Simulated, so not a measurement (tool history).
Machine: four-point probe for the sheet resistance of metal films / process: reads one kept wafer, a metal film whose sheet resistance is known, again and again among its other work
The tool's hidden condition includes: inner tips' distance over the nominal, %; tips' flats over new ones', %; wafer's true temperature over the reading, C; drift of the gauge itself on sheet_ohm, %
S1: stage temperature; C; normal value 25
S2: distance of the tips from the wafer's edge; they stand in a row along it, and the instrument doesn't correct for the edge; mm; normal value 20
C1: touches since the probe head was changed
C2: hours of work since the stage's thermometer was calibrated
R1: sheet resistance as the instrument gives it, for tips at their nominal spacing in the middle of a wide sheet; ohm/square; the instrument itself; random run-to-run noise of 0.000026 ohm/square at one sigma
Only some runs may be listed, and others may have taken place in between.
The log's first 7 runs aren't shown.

Run 8, day 5.196: usual settings; C1 10224; C2 483. Result: R1 0.131989 ohm/square.
Run 9, day 5.808: usual settings; C1 10485; C2 495. Result: R1 0.131964 ohm/square.
Run 10, day 6.504: usual settings but S1 20 C; C1 10780; C2 508. Result: R1 0.132171 ohm/square.
Run 11, day 7.192: usual settings but S1 20 C; C1 11073; C2 521. Result: R1 0.132162 ohm/square.
Run 12, day 7.779: usual settings; C1 11322; C2 532. Result: R1 0.131986 ohm/square.
Run 13, day 8.917: usual settings; C1 11805; C2 553. Result: R1 0.131985 ohm/square.
Run 14, day 9.9: usual settings; C1 12223; C2 572. Result: R1 0.132006 ohm/square.
Run 15, day 10.829: usual settings; C1 12618; C2 589. Result: R1 0.131961 ohm/square.
Run 16, day 11.85: usual settings; C1 13052; C2 609. Result: R1 0.131996 ohm/square.
Run 17, day 12.588: usual settings; C1 13365; C2 623. Result: R1 0.131948 ohm/square.
Run 18, day 13.125: usual settings; C1 13594; C2 633. Result: R1 0.131996 ohm/square.
Run 19, day 13.746: usual settings but S1 23 C, S2 14 mm; C1 13857; C2 644. Result: R1 0.132172 ohm/square.
Run 20, day 14.667: usual settings but S1 23 C, S2 14 mm; C1 14249; C2 662. Result: R1 0.132142 ohm/square.
Run 21, day 15.808: usual settings but S1 32 C, S2 32 mm; C1 14734; C2 683. Result: R1 0.13169 ohm/square.
Run 22, day 16.892: usual settings but S1 31 C, S2 21 mm; C1 15194; C2 704. Result: R1 0.131776 ohm/square.
Run 23, day 17.721: usual settings but S1 31 C, S2 21 mm; C1 15546; C2 719. Result: R1 0.131824 ohm/square.
Run 24, day 18.338: usual settings but S1 22 C, S2 47 mm; C1 15809; C2 731. Result: R1 0.132092 ohm/square.
Run 25, day 19.158: usual settings but S1 22 C, S2 47 mm; C1 16156; C2 746. Result: R1 0.132104 ohm/square.
Run 26, day 19.858: usual settings but S1 34 C, S2 70 mm; C1 16454; C2 760. Result: R1 0.131644 ohm/square.
Run 27, day 20.888: usual settings but S1 31 C, S2 4 mm; C1 16890; C2 779. Result: R1 0.13345 ohm/square.
Run 28, day 21.912: usual settings but S1 29 C, S2 23 mm; C1 17327; C2 798. Result: R1 0.131862 ohm/square.
Run 29, day 22.504: usual settings but S1 29 C, S2 23 mm; C1 17578; C2 810. Result: R1 0.131851 ohm/square.
Run 30, day 23.304: usual settings but S1 29 C, S2 23 mm; C1 17919; C2 825. Result: R1 0.131813 ohm/square.
Run 31, day 24.408: usual settings but S1 29 C, S2 23 mm; C1 18387; C2 845. Result: R1 0.131869 ohm/square.
Run 32, day 25.488: usual settings but S1 29 C, S2 23 mm; C1 18845; C2 866. Result: R1 0.131921 ohm/square.

Run 33 has not been measured yet. What should we expect?
Run 33, day 26.054: usual settings but S1 24 C, S2 9 mm; C1 19085; C2 876. Result: R1 ?.

Run 33 measured R1 0.132362 ohm/square.
Without the tool's hidden state the same run would have given R1 0.13211 ohm/square.
